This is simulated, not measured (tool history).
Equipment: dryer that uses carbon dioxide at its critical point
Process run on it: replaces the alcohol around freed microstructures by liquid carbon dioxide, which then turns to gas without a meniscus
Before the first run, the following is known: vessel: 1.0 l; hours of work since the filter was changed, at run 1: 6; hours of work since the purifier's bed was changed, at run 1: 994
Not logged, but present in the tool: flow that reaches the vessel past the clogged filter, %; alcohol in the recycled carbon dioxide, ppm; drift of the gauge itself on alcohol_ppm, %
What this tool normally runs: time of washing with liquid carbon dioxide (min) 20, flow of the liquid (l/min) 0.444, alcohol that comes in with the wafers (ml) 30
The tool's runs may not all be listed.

run   hour  time of washing with liquid carbon dioxide (min)  flow of the liquid (l/min)  alcohol that comes in with the wafers (ml)  hours of work since the filter was changed  hours of work since the purifier's bed was changed  alcohol left in the vessel before it's heated (ppm by volume)
  1    0.0                                                20                       0.444                                          30                                           6                                                 994                                                            245
  2   39.0                                                20                       0.444                                          71                                          27                                                1016                                                            257
  3   59.3                                                20                       0.444                                          71                                          39                                                1027                                                            258
  4   90.9                                                20                       0.444                                          71                                          56                                                1044                                                            272
  5  112.2                                                20                       0.444                                          71                                          68                                                1056                                                            271
     150.6  -- purifier's bed changed
  6  158.1                                                20                       0.444                                          69                                          92                                                   4                                                             41
  7  193.4                                                20                       0.444                                          30                                         112                                                  24                                                             25
  8  234.8                                                12                       0.444                                          30                                         135                                                  47                                                            368
  9  273.6                                                20                       0.444                                          30                                         156                                                  68                                                             47
 10  297.6                                                20                       0.444                                          30                                         169                                                  82                                                             42
 11  344.1                                                19                       0.574                                          33                                         195                                                 108                                                             34
 12  369.5                                                19                       0.574                                          33                                         209                                                 122                                                             39
 13  413.2                                                21                       0.444                                          41                                         234                                                 146                                                             64
 14  437.4                                                18                       0.430                                          30                                         247                                                 159                                                            113
 15  458.7                                                14                       0.368                                          58                                         259                                                 171                                                           1074
 16  504.7                                                20                       0.363                                         116                                         285                                                 197                                                            469
 17  548.6                                                20                       0.363                                         116                                         309                                                 221                                                            503
 18  577.1                                                20                       0.444                                          60                                         325                                                 237                                                            140
     582.3  -- inlet filter changed
 19  617.8                                                13                       0.301                                          90                                          20                                                 259                                                           2827
 20  642.3                                                19                       0.444                                         105                                          33                                                 273                                                            141

What if the next run were any one of these 3? Each begins from the tool's condition after run 20:
  A  687.8                                                20                       0.382                                          30                                          59                                                 298                                                              ?
  B  687.8                                                19                       0.380                                          30                                          59                                                 298                                                              ?
  C  687.8                                                19                       0.444                                          67                                          59                                                 298                                                              ?

run  alcohol left in the vessel before it's heated (ppm by volume)
  A                                                            106
  B                                                            131
  C                                                            113
Had the tool no hidden state, the same runs would have come out as:
run  alcohol left in the vessel before it's heated (ppm by volume)
  A                                                             35
  B                                                             55
  C                                                             39

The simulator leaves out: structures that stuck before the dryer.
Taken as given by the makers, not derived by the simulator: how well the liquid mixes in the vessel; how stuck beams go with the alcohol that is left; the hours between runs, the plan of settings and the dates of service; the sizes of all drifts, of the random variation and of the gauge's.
